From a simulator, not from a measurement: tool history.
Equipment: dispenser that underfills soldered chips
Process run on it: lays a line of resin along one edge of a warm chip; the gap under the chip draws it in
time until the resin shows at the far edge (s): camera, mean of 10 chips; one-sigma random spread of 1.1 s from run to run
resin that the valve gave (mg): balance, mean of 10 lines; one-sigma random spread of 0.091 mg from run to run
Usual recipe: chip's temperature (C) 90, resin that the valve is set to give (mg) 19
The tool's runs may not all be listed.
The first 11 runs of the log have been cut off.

| run | day | chip's temperature (C) | resin that the valve is set to give (mg) | hours of work since the syringe was changed | hours of work since the valve was cleaned | hours of work since the stage was calibrated | time until the resin shows at the far edge (s) | resin that the valve gave (mg) |
|---|---|---|---|---|---|---|---|---|
|  | 2.671 | dispensing valve cleaned and set on the balance |
| 12 | 2.738 | 90 | 19 | 7 | 1 | 235 | 158 | 18.85 |
|  | 2.85 | new syringe of resin |
| 13 | 3.092 | 90 | 19 | 4 | 7 | 240 | 134.2 | 18.83 |
| 14 | 3.292 | 90 | 19 | 7 | 10 | 243 | 163.9 | 18.72 |
|  | 3.379 | new syringe of resin |
| 15 | 3.567 | 90 | 19 | 3 | 14 | 248 | 126.5 | 18.66 |
| 16 | 3.842 | 89 | 19 | 7 | 19 | 252 | 173.7 | 18.43 |
|  | 3.904 | new syringe of resin |
| 17 | 4.192 | 90 | 19 | 5 | 24 | 258 | 138.1 | 18.6 |
| 18 | 4.392 | 90 | 19 | 8 | 27 | 261 | 173.8 | 18.43 |
|  | 4.425 | new syringe of resin |
| 19 | 4.575 | 90 | 19 | 2 | 30 | 264 | 120.8 | 18.5 |
| 20 | 4.808 | 89 | 18.6 | 6 | 34 | 267 | 160.2 | 17.99 |
|  | 4.946 | new syringe of resin |
| 21 | 5.108 | 90 | 17.7 | 3 | 38 | 272 | 128.9 | 17 |
| 22 | 5.271 | 88 | 20.7 | 5 | 41 | 275 | 158 | 19.71 |
|  | 5.492 | new syringe of resin |
| 23 | 5.621 | 78 | 20.4 | 2 | 47 | 280 | 186.6 | 19.51 |
| 24 | 5.846 | 77 | 22.6 | 6 | 50 | 284 | 235.6 | 21.62 |
|  | 6.017 | new syringe of resin |
| 25 | 6.033 | 77 | 22.6 | 0 | 53 | 287 | 172.2 | 21.48 |
| 26 | 6.308 | 77 | 18.1 | 5 | 58 | 291 | 232.5 | 17.15 |
|  | 6.542 | new syringe of resin |
| 27 | 6.571 | 92 | 23.9 | 0 | 62 | 295 | 98.3 | 22.42 |
|  | 6.762 | dispensing valve cleaned and set on the balance |
| 28 | 6.8 | 102 | 19.9 | 4 | 1 | 298 | 82.6 | 19.9 |
| 29 | 6.95 | 103 | 21.5 | 6 | 3 | 301 | 92.4 | 21.39 |
|  | 7.121 | new syringe of resin |
| 30 | 7.238 | 81 | 18 | 2 | 8 | 305 | 168.7 | 17.91 |
| 31 | 7.408 | 99 | 17.6 | 5 | 10 | 308 | 103.6 | 17.52 |
|  | 7.654 | new syringe of resin |
| 32 | 7.7 | 99 | 17.6 | 1 | 15 | 312 | 82.9 | 17.52 |
| 33 | 8 | 99 | 18.7 | 6 | 20 | 317 | 108.1 | 18.36 |
|  | 8.188 | new syringe of resin |
| 34 | 8.188 | 103 | 19.1 | 0 | 23 | 320 | 65.7 | 18.86 |
| 35 | 8.371 | 94 | 23.7 | 3 | 26 | 323 | 106.3 | 23.45 |

Run 36 has not been measured yet. What should we expect?
| 36 | 8.683 | 99 | 16.8 | 8 | 31 | 328 | ? | ? |

time until the resin shows at the far edge (s): 128.6
resin that the valve gave (mg): 16.37
Without the tool's hidden state the same run would have given time until the resin shows at the far edge (s) 77, resin that the valve gave (mg) 16.85.
